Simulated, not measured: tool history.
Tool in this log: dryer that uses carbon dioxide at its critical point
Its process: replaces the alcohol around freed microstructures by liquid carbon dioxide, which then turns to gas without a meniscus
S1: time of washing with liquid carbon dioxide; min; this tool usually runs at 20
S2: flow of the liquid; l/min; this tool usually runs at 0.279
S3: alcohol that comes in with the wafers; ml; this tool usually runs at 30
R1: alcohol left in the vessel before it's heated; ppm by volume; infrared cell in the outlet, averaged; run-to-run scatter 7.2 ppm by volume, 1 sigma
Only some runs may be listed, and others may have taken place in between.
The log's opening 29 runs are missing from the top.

run   hour  S1     S2   S3    R1
 30  198.2  21  0.429   30    50
 31  203.2  20  0.280   46   771
 32  213.0  20  0.280   46   790
 33  222.2  22  0.361   32   107
 34  228.3  16  0.279   29  1121
 35  237.0  12  0.398   37  1197
 36  244.9  12  0.393   79  2626
 37  252.0  12  0.393   79  2685
 38  261.4  20  0.175   24  1965
 39  268.6  28  0.202   30   502
 40  273.6  20  0.323  112  1083
 41  278.4  20  0.279   21   385
 42  285.4  24  0.213   60  1485
 43  290.1  24  0.213   60  1489
 44  297.7  17  0.279  114  3851
 45  304.2  17  0.279  114  3919
 46  313.1  20  0.299   30   439

Below are 5 alternative next runs, each starting from the tool's condition after run 46. Predict each:
  A  318.6  14  0.356  82   ?
  B  318.6  20  0.290  30   ?
  C  318.6  15  0.381  95   ?
  D  318.6  31  0.279  30   ?
  E  318.6  20  0.339  30   ?

run    R1
  A  2338
  B   497
  C  1640
  D    78
  E   251
Stripped of hidden state, with their random variation kept, the same runs would have yielded:
run    R1
  A  1499
  B   298
  C   984
  D    39
  E   137
